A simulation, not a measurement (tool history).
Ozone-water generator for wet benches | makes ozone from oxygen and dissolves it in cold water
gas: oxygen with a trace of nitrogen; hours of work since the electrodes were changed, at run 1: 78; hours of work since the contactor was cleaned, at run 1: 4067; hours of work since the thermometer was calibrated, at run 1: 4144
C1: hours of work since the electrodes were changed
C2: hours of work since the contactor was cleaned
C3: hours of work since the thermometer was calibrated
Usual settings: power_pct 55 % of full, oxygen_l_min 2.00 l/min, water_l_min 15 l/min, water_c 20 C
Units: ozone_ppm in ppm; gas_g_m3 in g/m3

run 1 day=0.000 | power_pct=55 oxygen_l_min=2.00 water_l_min=15 water_c=20 | C1=78 C2=4067 C3=4144 | ozone_ppm=10.3 gas_g_m3=131.4
run 2 day=2.350 | power_pct=55 oxygen_l_min=2.00 water_l_min=15 water_c=20 | C1=114 C2=4102 C3=4179 | ozone_ppm=10.2 gas_g_m3=132.2
run 3 day=5.108 | power_pct=55 oxygen_l_min=2.00 water_l_min=15 water_c=20 | C1=155 C2=4144 C3=4221 | ozone_ppm=10.1 gas_g_m3=132.8
run 4 day=7.833 | power_pct=55 oxygen_l_min=2.00 water_l_min=15 water_c=20 | C1=196 C2=4185 C3=4262 | ozone_ppm=10.2 gas_g_m3=133.3
run 5 day=10.242 | power_pct=55 oxygen_l_min=2.00 water_l_min=15 water_c=20 | C1=233 C2=4222 C3=4298 | ozone_ppm=10.1 gas_g_m3=131.4
run 6 day=12.542 | power_pct=55 oxygen_l_min=2.00 water_l_min=15 water_c=20 | C1=268 C2=4256 C3=4333 | ozone_ppm=10.1 gas_g_m3=132.4
run 7 day=14.875 | power_pct=55 oxygen_l_min=2.00 water_l_min=15 water_c=20 | C1=303 C2=4292 C3=4368 | ozone_ppm=9.9 gas_g_m3=130.8
run 8 day=16.179 | power_pct=55 oxygen_l_min=2.88 water_l_min=15 water_c=20 | C1=323 C2=4311 C3=4388 | ozone_ppm=11.3 gas_g_m3=116.1
run 9 day=18.088 | power_pct=80 oxygen_l_min=2.00 water_l_min=15 water_c=16 | C1=351 C2=4340 C3=4417 | ozone_ppm=14.7 gas_g_m3=183.9
run 10 day=20.079 | power_pct=60 oxygen_l_min=2.13 water_l_min=20 water_c=24 | C1=381 C2=4370 C3=4447 | ozone_ppm=8.5 gas_g_m3=139.4
run 11 day=21.317 | power_pct=55 oxygen_l_min=1.60 water_l_min=13 water_c=27 | C1=400 C2=4389 C3=4466 | ozone_ppm=9.8 gas_g_m3=142.3
run 12 day=22.675 | power_pct=72 oxygen_l_min=2.00 water_l_min=18 water_c=25 | C1=421 C2=4409 C3=4486 | ozone_ppm=10.5 gas_g_m3=166.2
run 13 day=23.883 | power_pct=65 oxygen_l_min=1.10 water_l_min=12 water_c=21 | C1=439 C2=4428 C3=4505 | ozone_ppm=11.3 gas_g_m3=187.7
run 14 day=25.467 | power_pct=55 oxygen_l_min=3.35 water_l_min=10 water_c=21 | C1=463 C2=4452 C3=4528 | ozone_ppm=15.0 gas_g_m3=109.5
run 15 day=27.996 | power_pct=44 oxygen_l_min=3.35 water_l_min=10 water_c=15 | C1=501 C2=4490 C3=4567 | ozone_ppm=13.7 gas_g_m3=90.2
run 16 day=30.346 | power_pct=55 oxygen_l_min=2.46 water_l_min=16 water_c=27 | C1=536 C2=4525 C3=4602 | ozone_ppm=9.3 gas_g_m3=122.3

Some steps in ozone_ppm between neighbouring runs. How much of each would the tool show without its hidden state too (settings, what came in, random variation), and how much is left for the hidden state, with any gauge scatter that isn't in both results?
The hidden state here: yield of the discharge, % of new electrodes'; contactor's efficiency, % of a clean one's; true water temperature over the reading, C; drift of the gauge itself on ozone_ppm, %; drift of the gauge itself on gas_g_m3, %.
Run 9 -> 10: power_pct 80 -> 60, oxygen_l_min 2.00 -> 2.13, water_l_min 15 -> 20, water_c 16 -> 24. ozone_ppm -6.2 ppm: hidden state +0.2, all else -6.4.

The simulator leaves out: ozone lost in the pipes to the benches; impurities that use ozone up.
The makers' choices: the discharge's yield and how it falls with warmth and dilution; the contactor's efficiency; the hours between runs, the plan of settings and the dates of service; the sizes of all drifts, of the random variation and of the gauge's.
